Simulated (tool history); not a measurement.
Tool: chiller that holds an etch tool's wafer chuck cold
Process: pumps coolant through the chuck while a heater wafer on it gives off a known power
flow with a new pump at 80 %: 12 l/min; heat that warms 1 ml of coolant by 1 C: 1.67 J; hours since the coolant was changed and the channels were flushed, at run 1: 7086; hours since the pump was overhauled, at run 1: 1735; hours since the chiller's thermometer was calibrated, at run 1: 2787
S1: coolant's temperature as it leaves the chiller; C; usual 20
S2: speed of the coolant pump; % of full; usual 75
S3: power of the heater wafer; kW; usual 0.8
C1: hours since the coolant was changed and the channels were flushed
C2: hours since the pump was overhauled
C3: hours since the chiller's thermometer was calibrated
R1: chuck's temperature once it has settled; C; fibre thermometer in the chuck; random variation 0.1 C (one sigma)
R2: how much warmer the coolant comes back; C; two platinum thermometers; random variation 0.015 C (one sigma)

{"run": 1, "day": 0.0, "S1": 20, "S2": 75, "S3": 0.8, "C1": 7086, "C2": 1735, "C3": 2787, "R1": 29.7, "R2": 2.58}
{"run": 2, "day": 1.525, "S1": 20, "S2": 75, "S3": 0.8, "C1": 7123, "C2": 1771, "C3": 2824, "R1": 29.6, "R2": 2.58}
{"run": 3, "day": 2.454, "S1": 20, "S2": 75, "S3": 0.8, "C1": 7145, "C2": 1794, "C3": 2846, "R1": 29.5, "R2": 2.58}
{"run": 4, "day": 3.788, "S1": 20, "S2": 75, "S3": 0.471, "C1": 7177, "C2": 1825, "C3": 2878, "R1": 25.8, "R2": 1.51}
{"run": 5, "day": 4.996, "S1": 20, "S2": 75, "S3": 0.471, "C1": 7206, "C2": 1854, "C3": 2907, "R1": 25.9, "R2": 1.52}
{"run": 6, "day": 6.496, "S1": 20, "S2": 75, "S3": 0.471, "C1": 7242, "C2": 1891, "C3": 2943, "R1": 25.9, "R2": 1.49}
{"run": 7, "day": 7.692, "S1": 20, "S2": 75, "S3": 0.471, "C1": 7271, "C2": 1919, "C3": 2972, "R1": 25.8, "R2": 1.49}
{"run": 8, "day": 8.633, "S1": 20, "S2": 75, "S3": 0.918, "C1": 7293, "C2": 1942, "C3": 2994, "R1": 30.9, "R2": 2.99}
{"run": 9, "day": 9.575, "S1": 12, "S2": 75, "S3": 0.426, "C1": 7316, "C2": 1964, "C3": 3017, "R1": 17.1, "R2": 1.38}
{"run": 10, "day": 11.275, "S1": 12, "S2": 75, "S3": 0.426, "C1": 7357, "C2": 2005, "C3": 3058, "R1": 17.3, "R2": 1.38}

Run 11 comes next. What will it give?
{"run": 11, "day": 13.046, "S1": 25, "S2": 99, "S3": 1.001, "C1": 7399, "C2": 2048, "C3": 3100, "R1": "?", "R2": "?"}

R1: 35 C
R2: 2.48 C
Without the tool's hidden state the same run would have given R1 32.8 C, R2 2.46 C.

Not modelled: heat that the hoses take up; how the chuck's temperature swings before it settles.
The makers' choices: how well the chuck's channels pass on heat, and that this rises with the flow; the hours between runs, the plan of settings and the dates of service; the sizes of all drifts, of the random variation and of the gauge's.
